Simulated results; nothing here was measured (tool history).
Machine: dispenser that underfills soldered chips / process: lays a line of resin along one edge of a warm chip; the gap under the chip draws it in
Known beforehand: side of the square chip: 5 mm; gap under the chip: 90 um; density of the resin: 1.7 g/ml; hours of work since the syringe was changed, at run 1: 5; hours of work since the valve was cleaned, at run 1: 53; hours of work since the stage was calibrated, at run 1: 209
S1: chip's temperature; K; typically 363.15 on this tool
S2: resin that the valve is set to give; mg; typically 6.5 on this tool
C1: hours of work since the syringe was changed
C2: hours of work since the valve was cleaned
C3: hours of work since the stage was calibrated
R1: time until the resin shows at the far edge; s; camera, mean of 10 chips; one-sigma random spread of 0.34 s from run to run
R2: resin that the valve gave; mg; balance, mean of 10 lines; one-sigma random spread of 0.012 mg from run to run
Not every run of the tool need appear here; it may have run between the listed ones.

run,hour,S1,S2,C1,C2,C3,R1,R2
1,0,363.15,6.5,5,53,209,20.3,6.31
# hour 8.8: new syringe of resin
2,10.2,376.15,6.5,1,60,216,10.6,6.33
3,21.2,376.15,6.5,8,67,223,15.8,6.3
# hour 24.6: new syringe of resin
4,29.9,376.15,6.5,4,73,228,12.1,6.27
# hour 36.6: dispensing valve cleaned and set on the balance
# hour 41.8: new syringe of resin
5,41.8,376.15,6.5,0,3,235,10.4,6.5
6,51.6,363.15,6.21,7,10,242,23.2,6.19
# hour 58.2: new syringe of resin
7,58.6,363.15,6.21,0,14,246,16.1,6.15
8,71.2,363.15,6.97,9,23,255,25.3,6.9
# hour 74.4: new syringe of resin
9,81.3,363.15,6.97,5,29,261,19,6.88
# hour 90.3: new syringe of resin
10,90.6,363.15,6.97,0,35,267,14.8,6.86
11,102.4,365.15,6.5,8,43,275,23,6.38
# hour 106.5: new syringe of resin
12,111.7,363.15,6.5,3,49,281,18.5,6.35
# hour 123: new syringe of resin
13,125.5,363.15,6.56,2,58,290,16.6,6.38
14,133.8,363.15,7.66,7,63,296,23.5,7.45
# hour 138.8: new syringe of resin
15,146.3,363.15,7.66,5,72,304,20.4,7.42
16,152.8,363.15,7.44,9,76,308,26.7,7.19
# hour 155: dispensing valve cleaned and set on the balance
# hour 156.6: new syringe of resin
17,160.8,363.15,7.44,3,4,313,17.7,7.42
# hour 172.3: new syringe of resin
18,172.9,360.15,5.55,0,12,320,17.3,5.53
19,179.8,360.15,6.5,5,16,325,22,6.46
# hour 188.2: new syringe of resin
20,193.7,377.15,6.5,4,25,334,11.8,6.43
21,202.4,370.15,5.61,9,31,340,20,5.54
# hour 203.9: new syringe of resin
22,211.4,356.15,5.82,5,37,346,25.5,5.72
# hour 220.1: new syringe of resin
23,220.1,366.15,7.78,0,42,351,12.7,7.63
24,230.6,354.15,7.78,7,49,358,29.5,7.61
# hour 235.8: new syringe of resin
25,237.2,354.15,7.78,1,53,362,20.9,7.59
26,243.3,351.15,8.33,5,58,367,31.2,8.11
27,249.5,351.15,8.33,9,62,371,37.5,8.07
# hour 251.7: new syringe of resin
28,261.8,363.15,8.33,7,70,379,21,8.05
# hour 267.4: new syringe of resin
29,270.8,376.15,8.26,2,75,384,10.5,7.97
# hour 273.8: dispensing valve cleaned and set on the balance
# hour 274.8: stage's temperature calibrated
30,283.2,351.15,6.5,9,6,6,40.2,6.47
# hour 286.2: new syringe of resin
31,290,351.15,6.5,3,10,10,28.9,6.46

The next listed run, before its measurement:
# hour 302.4: new syringe of resin
32,303.2,351.15,6.5,0,18,18,?,?

Run 32 yielded R1 25 s, R2 6.42 mg.
Had the tool carried no hidden state, the very same run would have given R1 24.2 s, R2 6.49 mg.

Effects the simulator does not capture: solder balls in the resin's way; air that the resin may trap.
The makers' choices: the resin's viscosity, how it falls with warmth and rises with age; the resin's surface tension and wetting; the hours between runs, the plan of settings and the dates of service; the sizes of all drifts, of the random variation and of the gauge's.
